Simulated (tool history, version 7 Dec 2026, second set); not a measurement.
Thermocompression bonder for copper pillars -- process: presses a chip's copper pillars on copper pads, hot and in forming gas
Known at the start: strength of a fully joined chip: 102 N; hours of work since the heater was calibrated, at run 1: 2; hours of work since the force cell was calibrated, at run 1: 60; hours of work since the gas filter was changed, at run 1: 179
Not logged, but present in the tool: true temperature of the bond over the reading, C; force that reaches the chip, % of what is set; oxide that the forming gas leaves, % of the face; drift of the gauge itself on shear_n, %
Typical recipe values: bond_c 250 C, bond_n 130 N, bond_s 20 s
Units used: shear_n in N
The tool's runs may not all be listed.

run	day	bond_c	bond_n	bond_s	hours of work since the heater was calibrated	hours of work since the force cell was calibrated	hours of work since the gas filter was changed	shear_n
1	0	250	130	20	2	60	179	51
2	0.3	250	130	20	6	64	183	50.6
3	0.638	250	130	20	11	69	188	51
4	0.896	250	130	20	14	72	192	51
5	1.15	250	130	20	18	76	195	50.8
6	1.458	250	173	20	22	80	200	59.5
7	1.812	250	173	20	27	85	205	59.1
8	2.121	250	130	20	32	90	209	50.9
9	2.55	250	130	20	38	96	215	51
10	2.738	250	130	20	40	99	218	51
11	2.921	250	130	10	43	101	221	39.3
12	3.35	250	130	20	49	107	227	50.9
13	3.642	250	130	20	53	111	231	50.7
14	4.033	250	130	20	59	117	236	51
15	4.217	250	130	20	61	120	239	51.1
16	4.508	226	174	13	65	124	243	36.5
17	4.883	272	174	52	71	129	248	89.8
18	5.15	272	174	52	75	133	252	89.8
19	5.404	242	111	27	78	136	256	46.1
20	5.812	249	137	48	84	142	262	68.1
21	6.125	249	112	48	88	147	266	61.5
22	6.388	249	112	48	92	150	270	61.5
23	6.704	249	112	48	97	155	274	61.6
24	6.929	254	153	11	100	158	277	47.7
25	7.225	266	129	42	104	162	281	75.3
26	7.483	246	88	51	108	166	285	53.2
27	7.704	248	142	17	111	169	288	49.5
28	7.921	225	136	26	114	172	291	40.1
29	8.204	224	134	15	118	176	295	30.7

Alternative continuations, all from the tool just after run 29; predict every row:
A	8.583	279	107	17	123	181	301	?
B	8.583	226	123	19	123	181	301	?
C	8.583	224	134	41	123	181	301	?
D	8.583	224	100	33	123	181	301	?
E	8.583	224	131	15	123	181	301	?

run	shear_n
A	61
B	33.1
C	46.1
D	34.7
E	30.2
With no hidden state in the tool, these same runs would have given:
run	shear_n
A	61.2
B	33.1
C	46.2
D	34.8
E	30.3
